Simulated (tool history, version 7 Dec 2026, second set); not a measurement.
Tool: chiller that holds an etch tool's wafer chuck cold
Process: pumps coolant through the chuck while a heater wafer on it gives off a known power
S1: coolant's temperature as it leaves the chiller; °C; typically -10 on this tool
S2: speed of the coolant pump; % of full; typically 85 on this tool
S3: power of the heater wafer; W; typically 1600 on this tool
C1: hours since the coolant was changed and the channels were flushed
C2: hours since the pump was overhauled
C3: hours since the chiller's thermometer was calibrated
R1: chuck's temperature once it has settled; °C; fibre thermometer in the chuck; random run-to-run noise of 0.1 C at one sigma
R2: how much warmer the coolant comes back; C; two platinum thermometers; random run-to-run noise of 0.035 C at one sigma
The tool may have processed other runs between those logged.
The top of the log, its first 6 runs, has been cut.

Run 7, hour 155.3: usual settings but S3 1714 W; C1 1225; C2 683; C3 1874. Result: R1 9.1 °C, R2 6.64 C.
Run 8, hour 187.4: usual settings; C1 1257; C2 715; C3 1906. Result: R1 7.8 °C, R2 6.24 C.
Run 9, hour 227.1: usual settings; C1 1296; C2 755; C3 1946. Result: R1 7.7 °C, R2 6.29 C.
Run 10, hour 245.5: usual settings; C1 1315; C2 773; C3 1964. Result: R1 7.8 °C, R2 6.28 C.
Run 11, hour 264.4: usual settings; C1 1334; C2 792; C3 1983. Result: R1 7.9 °C, R2 6.25 C.
Run 12, hour 282.3: usual settings; C1 1351; C2 810; C3 2001. Result: R1 7.8 °C, R2 6.26 C.
Run 13, hour 311.6: usual settings; C1 1381; C2 839; C3 2030. Result: R1 7.7 °C, R2 6.21 C.
Run 14, hour 332.1: usual settings; C1 1401; C2 860; C3 2051. Result: R1 8.0 °C, R2 6.23 C.
Run 15, hour 352.0: usual settings; C1 1421; C2 880; C3 2071. Result: R1 7.8 °C, R2 6.25 C.
Run 16, hour 380.4: usual settings; C1 1450; C2 908; C3 2099. Result: R1 8.1 °C, R2 6.38 C.
At hour 387.6: coolant pump overhauled.
Run 17, hour 410.1: usual settings but S2 79 % of full, S3 2376 W; C1 1474; C2 23; C3 2124. Result: R1 18.1 °C, R2 10.10 C.
At hour 452.7: coolant pump overhauled, once more.
Run 18, hour 452.7: usual settings but S2 79 % of full, S3 2376 W; C1 1512; C2 0; C3 2162. Result: R1 18.0 °C, R2 10.03 C.
Run 19, hour 491.2: usual settings but S2 79 % of full, S3 2376 W; C1 1550; C2 38; C3 2200. Result: R1 18.2 °C, R2 10.01 C.
Run 20, hour 531.1: usual settings but S2 79 % of full, S3 2376 W; C1 1590; C2 78; C3 2240. Result: R1 18.2 °C, R2 10.00 C.
Run 21, hour 557.8: usual settings but S2 79 % of full, S3 2376 W; C1 1617; C2 105; C3 2267. Result: R1 18.3 °C, R2 10.01 C.
Run 22, hour 587.2: usual settings but S1 -15 °C, S2 89 % of full, S3 1314 W; C1 1646; C2 135; C3 2296. Result: R1 -0.7 °C, R2 4.85 C.
Run 23, hour 622.4: usual settings but S1 -15 °C, S2 89 % of full, S3 1314 W; C1 1682; C2 170; C3 2331. Result: R1 -0.8 °C, R2 4.84 C.
Run 24, hour 659.6: usual settings but S1 -15 °C, S2 89 % of full, S3 1314 W; C1 1719; C2 207; C3 2368. Result: R1 -0.7 °C, R2 4.87 C.
Run 25, hour 684.1: usual settings but S1 -15 °C, S2 89 % of full, S3 1314 W; C1 1743; C2 231; C3 2393. Result: R1 -0.7 °C, R2 4.90 C.
Run 26, hour 709.6: usual settings but S1 -15 °C, S2 89 % of full, S3 1314 W; C1 1769; C2 257; C3 2418. Result: R1 -0.8 °C, R2 4.85 C.
Run 27, hour 727.9: usual settings but S2 77 % of full; C1 1787; C2 275; C3 2437. Result: R1 9.4 °C, R2 6.95 C.
Run 28, hour 764.4: usual settings but S1 -13 °C, S2 79 % of full; C1 1824; C2 312; C3 2473. Result: R1 6.1 °C, R2 6.74 C.
Run 29, hour 802.7: usual settings but S1 -13 °C, S2 79 % of full; C1 1862; C2 350; C3 2511. Result: R1 6.2 °C, R2 6.80 C.
Run 30, hour 841.3: usual settings but S1 -13 °C, S2 65 % of full, S3 2058 W; C1 1901; C2 389; C3 2550. Result: R1 15.9 °C, R2 10.78 C.
Run 31, hour 863.3: usual settings but S1 -13 °C, S2 65 % of full, S3 2058 W; C1 1923; C2 411; C3 2572. Result: R1 15.8 °C, R2 10.75 C.

Below are 3 alternative next runs, each starting from the tool's condition after run 31. Predict each:
Run A, hour 886.8: usual settings but S1 -5 °C, S2 68 % of full, S3 905 W; C1 1946; C2 434; C3 2596. Result: R1 ?, R2 ?.
Run B, hour 886.8: usual settings but S1 -1 °C, S2 73 % of full, S3 2285 W; C1 1946; C2 434; C3 2596. Result: R1 ?, R2 ?.
Run C, hour 886.8: usual settings but S2 89 % of full; C1 1946; C2 434; C3 2596. Result: R1 ?, R2 ?.

run    R1     R2
  A   7.1   4.54
  B  28.1  10.48
  C   7.5   6.00
Take away the tool's hidden state, keep each run's random variation, and the runs would have read:
run    R1     R2
  A   6.5   4.50
  B  26.4  10.39
  C   6.5   5.95
